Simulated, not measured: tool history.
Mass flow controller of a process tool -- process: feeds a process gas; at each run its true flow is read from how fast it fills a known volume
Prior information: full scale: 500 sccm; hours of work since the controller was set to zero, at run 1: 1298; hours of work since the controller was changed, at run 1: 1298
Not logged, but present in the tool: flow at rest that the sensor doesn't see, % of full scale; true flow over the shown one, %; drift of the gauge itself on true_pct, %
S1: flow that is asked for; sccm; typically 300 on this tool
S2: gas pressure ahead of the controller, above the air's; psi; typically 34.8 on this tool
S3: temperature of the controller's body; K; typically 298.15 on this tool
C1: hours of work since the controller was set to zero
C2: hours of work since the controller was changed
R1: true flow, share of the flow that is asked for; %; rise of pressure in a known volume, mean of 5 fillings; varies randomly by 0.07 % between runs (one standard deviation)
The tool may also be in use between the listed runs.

run    hour   S1    S2      S3    C1    C2      R1
  1       0  300  34.8  298.15  1298  1298   99.34
  2    81.3  300  34.8  298.15  1358  1358   99.19
  3   179.1  300  34.8  298.15  1429  1429   99.08
  4   256.9  300  34.8  298.15  1486  1486   99.14
  5   357.3  300  34.8  293.15  1559  1559   98.41
  6   513.9  300  34.8  293.15  1674  1674   98.29
  7   611.7  300  34.8  293.15  1745  1745   98.04
  8   714.5  300  34.8  293.15  1820  1820   97.88
  9   782.3  196  34.8  298.15  1870  1870   97.73
 10   863.4  300  34.8  294.15  1929  1929   97.84
 11   991.8  300  34.8  295.15  2023  2023   97.74
 12  1117.1  300  33.2  295.15  2114  2114    97.5
 13  1231.2  375  22.8  296.15  2198  2198   97.29
 14  1322.4  338  34.8  311.15  2264  2264   98.85
 15  1458.5  338  34.8  311.15  2364  2364   98.59
 16  1582.2   73  26.8  298.15  2454  2454   95.83
 17  1668.8   55  34.1  298.15  2518  2518   95.88
 18    1735  277  26.8  298.15  2566  2566   96.41
 19  1804.4  300  21.6  300.15  2617  2617   96.41
 20  1892.6  300  21.6  300.15  2681  2681   96.31
 21  1975.7  300  21.6  300.15  2742  2742   96.25
     2054.3  -- gauge calibrated
 22    2055  300  34.8  310.15  2800  2800   100.6
 23  2214.5  389  38.4  306.15  2916  2916  100.48
 24  2300.5  389  38.4  306.15  2979  2979  100.38

Here are 5 independent what-if runs from the current tool condition. What would each one return?
  A  2373.7  389  38.4  306.15  3033  3033   ?
  B  2373.7   76  28.7  305.15  3033  3033   ?
  C  2373.7   83  24.4  293.15  3033  3033   ?
  D  2373.7  300  37.3  309.15  3033  3033   ?
  E  2373.7  300  34.8  310.15  3033  3033   ?

run      R1
  A  100.19
  B   98.37
  C   97.04
  D  100.06
  E  100.09
Stripped of hidden state, with their random variation kept, the same runs would have yielded:
run      R1
  A  100.65
  B   98.84
  C    97.5
  D  100.53
  E  100.55
